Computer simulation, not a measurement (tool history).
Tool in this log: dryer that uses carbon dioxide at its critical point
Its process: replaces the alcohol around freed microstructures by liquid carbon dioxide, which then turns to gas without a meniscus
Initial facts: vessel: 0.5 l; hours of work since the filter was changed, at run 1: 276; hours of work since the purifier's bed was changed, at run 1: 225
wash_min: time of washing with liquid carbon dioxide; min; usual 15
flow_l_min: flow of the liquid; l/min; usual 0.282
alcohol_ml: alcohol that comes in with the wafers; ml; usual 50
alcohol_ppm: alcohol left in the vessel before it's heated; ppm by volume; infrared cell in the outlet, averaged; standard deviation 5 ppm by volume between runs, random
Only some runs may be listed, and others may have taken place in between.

run	hour	wash_min	flow_l_min	alcohol_ml	hours of work since the filter was changed	hours of work since the purifier's bed was changed	alcohol_ppm
1	0	15	0.282	50	276	225	126
2	7.6	15	0.282	50	280	229	128
3	21.1	15	0.282	50	286	236	126
4	32.3	15	0.282	50	292	242	116
5	44.5	15	0.282	50	298	248	131
6	58.9	15	0.282	50	306	255	131
7	73.3	15	0.282	34	313	262	106
8	80.3	10	0.282	50	316	266	1029
9	91.9	15	0.282	50	322	272	136
10	105.8	15	0.282	50	329	279	140
11	112.8	15	0.282	50	333	282	140
12	120.5	15	0.282	50	337	286	143
13	133.5	15	0.282	50	343	293	150
14	149.2	15	0.282	50	351	301	152
15	164	15	0.282	50	359	308	164
16	170.6	15	0.266	50	362	312	203
17	181.1	15	0.266	50	367	317	212
18	195.3	15	0.266	50	375	324	234
19	204.8	15	0.282	50	379	329	158
20	214	15	0.2	50	384	334	919
21	225.2	15	0.2	50	390	339	927
22	232.3	15	0.2	50	393	343	936
23	245.3	15	0.2	50	400	349	969
24	252	15	0.2	50	403	353	963
# hour 260.9: inlet filter changed
25	265.7	14	0.307	48	2	359	80
26	275.2	18	0.192	96	7	364	354
27	288.8	10	0.356	23	14	371	113
28	300.9	19	0.356	70	20	377	53
29	316.4	19	0.356	70	28	385	65
30	328.5	19	0.356	70	34	391	57
31	336.3	19	0.356	70	38	395	68
32	351.4	19	0.356	70	46	403	56
33	363.5	24	0.185	94	52	409	107
34	371.5	17	0.41	91	56	413	64
35	381	14	0.188	49	61	417	872
36	390.6	14	0.188	49	66	422	849
37	397.9	15	0.399	42	69	426	58
38	412.1	15	0.289	42	76	433	106
39	427.8	10	0.225	76	84	441	2638
40	440.4	10	0.225	76	91	448	2622
41	450.7	15	0.357	53	96	453	70
42	462.3	15	0.357	53	102	459	68
43	473.1	15	0.282	50	107	464	109
44	481.1	12	0.401	106	111	468	92
45	496.3	15	0.217	58	119	476	421
46	506.4	15	0.217	58	124	481	409
47	519.9	15	0.217	58	131	488	427

Here are 4 independent what-if runs from the current tool condition. What would each one return?
A	526.5	15	0.282	84	134	491	?
B	526.5	15	0.391	26	134	491	?
C	526.5	21	0.297	97	134	491	?
D	526.5	11	0.179	87	134	491	?

run	alcohol_ppm
A	163
B	69
C	75
D	5461
The same runs, with their run-to-run variation unchanged, on a tool lacking any hidden condition would have given:
run	alcohol_ppm
A	63
B	3
C	9
D	4382

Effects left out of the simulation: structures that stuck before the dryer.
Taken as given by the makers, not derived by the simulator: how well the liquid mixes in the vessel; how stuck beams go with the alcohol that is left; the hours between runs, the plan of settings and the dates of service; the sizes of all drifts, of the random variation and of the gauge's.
